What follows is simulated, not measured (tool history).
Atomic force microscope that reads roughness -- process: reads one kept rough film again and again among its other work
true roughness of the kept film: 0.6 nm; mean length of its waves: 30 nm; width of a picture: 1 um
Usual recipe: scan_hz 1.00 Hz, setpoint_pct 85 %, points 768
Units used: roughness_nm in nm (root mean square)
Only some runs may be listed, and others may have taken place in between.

run     day  scan_hz  setpoint_pct  points  roughness_nm
  1   0.000     1.00            85     768         0.522
      0.250  -- new tip fitted
  2   1.462     1.00            85     768         0.526
  3   3.183     1.00            85     768         0.535
  4   4.388     1.00            85     267         0.514
  5   5.929     1.00            85     267         0.514
      6.746  -- new tip fitted
  6   7.183     1.00            63     768         0.559
  7   8.183     1.00            63     768         0.558
  8   9.367     1.00            85     745         0.527
  9  10.354     1.00            85     403         0.524
 10  12.058     1.00            85     403         0.520
 11  12.992     1.00            85     768         0.523
     13.283  -- new tip fitted
 12  14.254     1.00            85     768         0.534
 13  16.108     1.00            85     768         0.520
 14  18.104     1.41            85     768         0.516
 15  19.421     1.41            86     768         0.508
     19.829  -- new tip fitted
 16  20.879     1.41            86     768         0.509
 17  22.546     1.00            85     768         0.526
 18  24.196     1.00            85     768         0.533
 19  25.204     1.00            66     768         0.560
     26.383  -- new tip fitted
 20  26.517     1.00            70     768         0.552
     28.183  -- height scale calibrated on a step standard
 21  28.433     1.00            70     768         0.546
 22  30.146     1.00            79     768         0.541
 23  32.158     1.89            85     768         0.483
     33.000  -- new tip fitted
 24  33.529     3.62            62     830         0.528
 25  34.683     1.45            86     768         0.502
 26  35.992     0.86            64     768         0.564
 27  36.954     1.80            89     488         0.472
 28  38.058     3.97            57     882         0.542
     39.496  -- new tip fitted
 29  39.808     3.21            57     788         0.546
 30  41.333     0.61            57     838         0.582
 31  43.333     1.00            67     271         0.556
 32  44.954     1.00            67     271         0.549
     46.025  -- new tip fitted
 33  47.012     1.00            85     687         0.527
 34  49.046     1.00            69     687         0.563
 35  50.996     1.55            57     738         0.565
     52.488  -- new tip fitted
 36  52.550     1.00            73     768         0.550

Here are 4 independent what-if runs from the current tool condition. What would each one return?
  A  54.212     1.01            73     768             ?
  B  54.212     0.95            68     454             ?
  C  54.212     0.88            68     359             ?
  D  54.212     3.22            85     708             ?

run  roughness_nm
  A         0.550
  B         0.553
  C         0.558
  D         0.431
With no hidden state in the tool, these same runs would have given:
run  roughness_nm
  A         0.551
  B         0.554
  C         0.559
  D         0.431
